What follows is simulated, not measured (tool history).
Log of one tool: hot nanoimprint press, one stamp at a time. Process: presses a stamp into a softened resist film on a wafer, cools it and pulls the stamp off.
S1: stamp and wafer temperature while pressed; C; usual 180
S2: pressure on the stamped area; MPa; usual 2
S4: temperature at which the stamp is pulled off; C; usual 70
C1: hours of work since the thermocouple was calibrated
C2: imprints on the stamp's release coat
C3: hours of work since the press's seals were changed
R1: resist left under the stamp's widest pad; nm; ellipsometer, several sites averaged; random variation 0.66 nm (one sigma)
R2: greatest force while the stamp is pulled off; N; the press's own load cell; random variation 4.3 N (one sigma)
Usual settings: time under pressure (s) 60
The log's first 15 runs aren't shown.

run 16 hour=636.7 | S1=180 S2=1.49 time_under_pressure_(s)=60 S4=70 | C1=293 C2=1087 C3=501 | R1=136.6 R2=209
-- hour=687.2 plate thermocouple calibrated
-- hour=697.2 stamp cleaned and given a new release coat
run 17 hour=697.2 | S1=180 S2=2.88 time_under_pressure_(s)=81 S4=70 | C1=3 C2=0 C3=541 | R1=87.2 R2=211
-- hour=721.5 gauge calibrated
run 18 hour=747.8 | S1=180 S2=2.94 time_under_pressure_(s)=109 S4=70 | C1=42 C2=303 C3=580 | R1=75.1 R2=208
run 19 hour=777 | S1=180 S2=2.94 time_under_pressure_(s)=109 S4=70 | C1=65 C2=477 C3=603 | R1=75.2 R2=215
run 20 hour=829.1 | S1=177 S2=2.48 time_under_pressure_(s)=38 S4=70 | C1=105 C2=789 C3=643 | R1=131.3 R2=208
run 21 hour=870.9 | S1=177 S2=2.48 time_under_pressure_(s)=38 S4=70 | C1=138 C2=1039 C3=676 | R1=131 R2=205
run 22 hour=906.4 | S1=177 S2=2.48 time_under_pressure_(s)=38 S4=70 | C1=166 C2=1251 C3=703 | R1=131.7 R2=212
-- hour=936 stamp cleaned and given a new release coat
run 23 hour=949.7 | S1=178 S2=2.38 time_under_pressure_(s)=31 S4=63 | C1=194 C2=82 C3=732 | R1=140.6 R2=240
run 24 hour=1002.9 | S1=180 S2=2 time_under_pressure_(s)=41 S4=70 | C1=236 C2=400 C3=773 | R1=131.2 R2=211
run 25 hour=1055 | S1=180 S2=2.5 time_under_pressure_(s)=60 S4=70 | C1=276 C2=711 C3=814 | R1=103.8 R2=205
run 26 hour=1079.5 | S1=180 S2=2.5 time_under_pressure_(s)=60 S4=70 | C1=295 C2=858 C3=833 | R1=103.6 R2=198
run 27 hour=1117.8 | S1=169 S2=1.67 time_under_pressure_(s)=107 S4=70 | C1=325 C2=1087 C3=863 | R1=146.6 R2=218
-- hour=1128.4 plate thermocouple calibrated
run 28 hour=1167.1 | S1=185 S2=2.46 time_under_pressure_(s)=38 S4=74 | C1=30 C2=1364 C3=899 | R1=105.6 R2=193
-- hour=1176.6 stamp cleaned and given a new release coat
run 29 hour=1206.4 | S1=185 S2=1.8 time_under_pressure_(s)=78 S4=64 | C1=56 C2=179 C3=924 | R1=97.2 R2=241
run 30 hour=1237.1 | S1=176 S2=1.8 time_under_pressure_(s)=66 S4=64 | C1=80 C2=362 C3=948 | R1=134.2 R2=239
run 31 hour=1275 | S1=180 S2=1.93 time_under_pressure_(s)=81 S4=70 | C1=109 C2=589 C3=978 | R1=106.6 R2=210

3 ways to go on from here, each from the tool as it stands after run 31. What would each give?
run A hour=1307.4 | S1=191 S2=1.27 time_under_pressure_(s)=60 S4=70 | C1=134 C2=782 C3=1003 | R1=? R2=?
run B hour=1307.4 | S1=180 S2=2 time_under_pressure_(s)=96 S4=70 | C1=134 C2=782 C3=1003 | R1=? R2=?
run C hour=1307.4 | S1=175 S2=2 time_under_pressure_(s)=93 S4=70 | C1=134 C2=782 C3=1003 | R1=? R2=?

run=A R1=108.9 R2=208
run=B R1=99.8 R2=214
run=C R1=117.9 R2=219
Without the tool's hidden state the same runs would have given:
run=A R1=106.3 R2=206
run=B R1=97.3 R2=212
run=C R1=115 R2=218
